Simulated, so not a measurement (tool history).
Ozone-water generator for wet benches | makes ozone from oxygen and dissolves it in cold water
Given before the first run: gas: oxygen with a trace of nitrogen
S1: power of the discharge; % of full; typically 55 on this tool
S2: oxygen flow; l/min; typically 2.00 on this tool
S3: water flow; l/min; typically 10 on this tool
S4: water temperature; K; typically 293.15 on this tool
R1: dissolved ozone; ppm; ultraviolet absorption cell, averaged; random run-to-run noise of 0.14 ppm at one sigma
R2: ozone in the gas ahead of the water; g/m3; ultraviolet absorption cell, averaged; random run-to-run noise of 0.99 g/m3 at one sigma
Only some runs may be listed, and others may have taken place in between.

run	hour	S1	S2	S3	S4	R1	R2
1	0.0	55	2.00	10	293.15	17.0	166.9
2	172.2	55	2.00	10	293.15	16.7	165.3
3	276.5	55	2.00	10	293.15	16.7	163.8
4	443.4	55	2.00	14	293.15	12.7	166.8
5	619.3	55	2.00	14	293.15	12.6	165.8
6	766.7	55	2.00	10	289.15	17.6	165.9
7	895.8	55	2.00	10	289.15	17.3	164.5
8	1045.7	55	2.00	9	293.15	17.7	163.9
9	1122.9	57	2.00	10	293.15	16.5	165.3
10	1296.3	55	2.00	10	293.15	16.3	162.2
11	1436.4	60	2.00	10	293.15	16.8	169.3
# hour 1459.9: water thermometer calibrated
12	1517.1	55	3.02	10	293.15	16.7	133.9
13	1701.0	55	3.02	10	293.15	16.6	130.9
14	1844.0	55	3.02	10	293.15	16.7	132.1
# hour 1888.2: contactor cleaned
15	2027.9	55	2.00	10	290.15	16.6	157.7
16	2152.8	55	2.00	10	297.15	15.3	158.2
17	2251.7	55	2.00	10	297.15	15.1	158.0
18	2429.8	55	1.52	10	293.15	15.3	177.0
19	2568.2	68	2.25	10	293.15	18.0	163.6
20	2699.5	50	2.25	12	293.15	13.3	140.5
21	2805.8	46	1.13	12	293.15	10.7	187.1
22	2889.0	55	2.00	7	290.15	21.1	153.0
23	3052.6	84	1.92	10	293.15	19.2	194.9
24	3191.6	84	1.92	10	293.15	19.0	194.5
25	3267.5	55	3.55	10	293.15	16.1	116.6
26	3405.8	82	2.34	10	289.15	20.2	173.3
27	3572.8	82	2.34	10	289.15	20.2	172.5
28	3650.9	66	1.50	10	293.15	15.7	188.5
29	3836.9	41	1.02	8	290.15	14.2	177.8

Expected results for the next run?
30	4020.7	41	1.02	8	290.15	?	?

R1: 14.0 ppm
R2: 178.4 g/m3
Without the tool's hidden state the same run would have given R1 15.7 ppm, R2 198.1 g/m3.

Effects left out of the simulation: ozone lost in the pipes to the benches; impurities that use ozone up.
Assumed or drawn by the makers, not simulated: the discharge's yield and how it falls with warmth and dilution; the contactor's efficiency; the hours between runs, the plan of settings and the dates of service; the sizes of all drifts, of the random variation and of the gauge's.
